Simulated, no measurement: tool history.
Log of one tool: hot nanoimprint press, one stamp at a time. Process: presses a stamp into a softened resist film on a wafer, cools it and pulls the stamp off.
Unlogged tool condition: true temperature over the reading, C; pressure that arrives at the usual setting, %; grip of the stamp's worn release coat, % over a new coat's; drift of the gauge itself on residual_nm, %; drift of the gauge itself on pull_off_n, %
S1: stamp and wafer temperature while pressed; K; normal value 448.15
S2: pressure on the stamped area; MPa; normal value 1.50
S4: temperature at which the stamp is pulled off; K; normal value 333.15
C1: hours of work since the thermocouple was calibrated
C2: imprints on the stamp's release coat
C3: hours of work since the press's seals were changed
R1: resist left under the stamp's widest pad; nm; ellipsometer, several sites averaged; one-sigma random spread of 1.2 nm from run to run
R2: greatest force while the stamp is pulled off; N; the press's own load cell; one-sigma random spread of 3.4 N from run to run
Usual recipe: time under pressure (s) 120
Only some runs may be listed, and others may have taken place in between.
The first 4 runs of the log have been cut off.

Run 5, hour 158.1: usual settings but S2 1.06 MPa; C1 138; C2 1392; C3 936. Result: R1 209.0 nm, R2 218 N.
Run 6, hour 194.0: usual settings; C1 157; C2 1531; C3 955. Result: R1 184.9 nm, R2 216 N.
Run 7, hour 221.6: usual settings; C1 171; C2 1638; C3 969. Result: R1 180.9 nm, R2 225 N.
Run 8, hour 281.4: usual settings; C1 202; C2 1870; C3 1000. Result: R1 183.0 nm, R2 239 N.
Run 9, hour 334.0: usual settings but time under pressure (s) 73; C1 229; C2 2074; C3 1027. Result: R1 214.1 nm, R2 230 N.
At hour 348.5: stamp cleaned and given a new release coat.
Run 10, hour 384.7: usual settings but time under pressure (s) 73; C1 252; C2 140; C3 1050. Result: R1 215.9 nm, R2 173 N.
At hour 405.0: press's hydraulic seals changed and the load cell set to zero.
Run 11, hour 424.9: usual settings but time under pressure (s) 73; C1 268; C2 265; C3 10. Result: R1 207.5 nm, R2 174 N.
Run 12, hour 451.2: usual settings but time under pressure (s) 73; C1 282; C2 367; C3 24. Result: R1 205.2 nm, R2 177 N.
Run 13, hour 510.2: usual settings but time under pressure (s) 73; C1 312; C2 596; C3 54. Result: R1 206.3 nm, R2 183 N.
Run 14, hour 569.5: usual settings but time under pressure (s) 73; C1 343; C2 826; C3 85. Result: R1 208.3 nm, R2 193 N.
At hour 575.2: plate thermocouple calibrated.
Run 15, hour 633.9: usual settings but S1 457.15 K; C1 30; C2 1064; C3 116. Result: R1 135.3 nm, R2 197 N.
Run 16, hour 662.6: usual settings but S4 329.15 K; C1 45; C2 1176; C3 131. Result: R1 182.8 nm, R2 220 N.

For run 17, what comes out?
Run 17, hour 710.0: usual settings but S1 447.15 K; C1 69; C2 1360; C3 156. Result: R1 ?, R2 ?.

R1: 188.7 nm
R2: 212 N
Take away the tool's hidden state, keep the run-to-run variation as it was, and the same run would have given R1 179.1 nm, R2 163 N.

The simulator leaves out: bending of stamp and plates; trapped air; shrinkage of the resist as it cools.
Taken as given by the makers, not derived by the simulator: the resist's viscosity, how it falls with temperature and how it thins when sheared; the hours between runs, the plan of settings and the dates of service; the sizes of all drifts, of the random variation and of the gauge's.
